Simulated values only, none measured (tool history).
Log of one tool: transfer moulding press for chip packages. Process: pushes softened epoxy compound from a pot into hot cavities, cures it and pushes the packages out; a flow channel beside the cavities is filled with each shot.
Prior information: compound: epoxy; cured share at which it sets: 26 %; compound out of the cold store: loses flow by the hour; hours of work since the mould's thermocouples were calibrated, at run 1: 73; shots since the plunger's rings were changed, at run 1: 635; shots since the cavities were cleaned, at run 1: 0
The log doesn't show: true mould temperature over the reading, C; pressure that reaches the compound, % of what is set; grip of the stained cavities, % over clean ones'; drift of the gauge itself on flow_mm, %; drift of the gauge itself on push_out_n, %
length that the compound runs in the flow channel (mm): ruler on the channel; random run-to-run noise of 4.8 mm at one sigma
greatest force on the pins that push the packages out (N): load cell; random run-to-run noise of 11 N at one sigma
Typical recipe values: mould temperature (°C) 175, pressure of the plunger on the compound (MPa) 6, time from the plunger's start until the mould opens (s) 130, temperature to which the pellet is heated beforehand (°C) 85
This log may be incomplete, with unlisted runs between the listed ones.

run	hour	mould temperature (°C)	pressure of the plunger on the compound (MPa)	time from the plunger's start until the mould opens (s)	temperature to which the pellet is heated beforehand (°C)	hours of work since the mould's thermocouples were calibrated	shots since the plunger's rings were changed	shots since the cavities were cleaned	incoming compound's hours out of the cold store	length that the compound runs in the flow channel (mm)	greatest force on the pins that push the packages out (N)
1	0	175	6	130	85	73	635	0	46.7	666	528
2	25	175	6	130	85	85	818	183	13.5	778	538
3	42.5	175	6	130	85	94	946	311	47.1	656	521
4	65.7	175	6	130	85	106	1115	480	21.8	756	537
5	83.8	175	6	130	85	115	1247	612	45	673	510
6	108.8	175	6	130	85	127	1430	795	9	805	563
7	130.5	175	6	130	85	138	1589	954	14.7	780	547
# hour 140.5: cavities cleaned with cleaning compound and waxed
8	147.1	175	6	130	85	146	1699	48	10.2	810	531
9	165	177	6	130	85	155	1829	178	28	722	482
10	183	177	6	130	85	164	1961	310	28.3	721	484
11	196.3	177	6	140	85	171	2058	407	44	671	459

The next listed run, before its measurement:
12	211	175	6.75	130	85	178	2166	515	24.3	?	?

length that the compound runs in the flow channel (mm): 782
greatest force on the pins that push the packages out (N): 542
On a tool with no hidden condition, and with the same random variation, this run would have come out at length that the compound runs in the flow channel (mm) 782, greatest force on the pins that push the packages out (N) 537.
